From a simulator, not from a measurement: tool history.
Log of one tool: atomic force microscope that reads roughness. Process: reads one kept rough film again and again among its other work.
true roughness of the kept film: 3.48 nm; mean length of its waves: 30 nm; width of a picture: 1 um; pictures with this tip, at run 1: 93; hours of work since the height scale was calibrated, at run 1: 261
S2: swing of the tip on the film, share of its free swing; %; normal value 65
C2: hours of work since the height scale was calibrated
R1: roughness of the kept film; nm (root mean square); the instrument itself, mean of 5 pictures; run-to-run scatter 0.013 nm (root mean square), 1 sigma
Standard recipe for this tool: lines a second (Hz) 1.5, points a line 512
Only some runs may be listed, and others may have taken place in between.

{"run": 1, "hour": 0.0, "lines a second (Hz)": 1.5, "S2": 65, "points a line": 512, "pictures with this tip": 93, "C2": 261, "R1": 2.972}
{"run": 2, "hour": 14.4, "lines a second (Hz)": 1.5, "S2": 65, "points a line": 512, "pictures with this tip": 121, "C2": 270, "R1": 2.929}
{"run": 3, "hour": 28.3, "lines a second (Hz)": 1.5, "S2": 65, "points a line": 512, "pictures with this tip": 147, "C2": 278, "R1": 2.919}
{"run": 4, "hour": 46.2, "lines a second (Hz)": 1.5, "S2": 65, "points a line": 381, "pictures with this tip": 181, "C2": 289, "R1": 2.869}
{"run": 5, "hour": 62.7, "lines a second (Hz)": 1.5, "S2": 65, "points a line": 381, "pictures with this tip": 212, "C2": 300, "R1": 2.831}
{"run": 6, "hour": 73.5, "lines a second (Hz)": 1.36, "S2": 65, "points a line": 512, "pictures with this tip": 233, "C2": 306, "R1": 2.822}
{"run": 7, "hour": 82.7, "lines a second (Hz)": 1.5, "S2": 65, "points a line": 282, "pictures with this tip": 251, "C2": 312, "R1": 2.789}
{"hour": 84.6, "done": "height scale calibrated on a step standard"}
{"run": 8, "hour": 101.2, "lines a second (Hz)": 1.66, "S2": 85, "points a line": 575, "pictures with this tip": 284, "C2": 10, "R1": 2.534}
{"run": 9, "hour": 118.7, "lines a second (Hz)": 1.5, "S2": 79, "points a line": 512, "pictures with this tip": 317, "C2": 21, "R1": 2.576}
{"hour": 121.5, "done": "height scale calibrated on a step standard, once more"}
{"run": 10, "hour": 137.7, "lines a second (Hz)": 1.4, "S2": 83, "points a line": 502, "pictures with this tip": 351, "C2": 10, "R1": 2.554}
{"hour": 147.0, "done": "new tip fitted"}
{"run": 11, "hour": 149.4, "lines a second (Hz)": 0.92, "S2": 68, "points a line": 397, "pictures with this tip": 5, "C2": 17, "R1": 3.101}
{"run": 12, "hour": 166.7, "lines a second (Hz)": 2.19, "S2": 67, "points a line": 928, "pictures with this tip": 38, "C2": 27, "R1": 2.967}
{"run": 13, "hour": 178.9, "lines a second (Hz)": 2.19, "S2": 67, "points a line": 928, "pictures with this tip": 61, "C2": 35, "R1": 2.942}

Alternative continuations, all from the tool just after run 13; predict every row:
{"run": "A", "hour": 194.9, "lines a second (Hz)": 1.08, "S2": 67, "points a line": 928, "pictures with this tip": 91, "C2": 45, "R1": "?"}
{"run": "B", "hour": 194.9, "lines a second (Hz)": 1.5, "S2": 83, "points a line": 512, "pictures with this tip": 91, "C2": 45, "R1": "?"}
{"run": "C", "hour": 194.9, "lines a second (Hz)": 1.09, "S2": 67, "points a line": 928, "pictures with this tip": 91, "C2": 45, "R1": "?"}
{"run": "D", "hour": 194.9, "lines a second (Hz)": 0.59, "S2": 78, "points a line": 766, "pictures with this tip": 91, "C2": 45, "R1": "?"}

run=A R1=2.986
run=B R1=2.764
run=C R1=3.004
run=D R1=2.977
Without the tool's hidden state the same runs would have given:
run=A R1=3.099
run=B R1=2.869
run=C R1=3.118
run=D R1=3.09
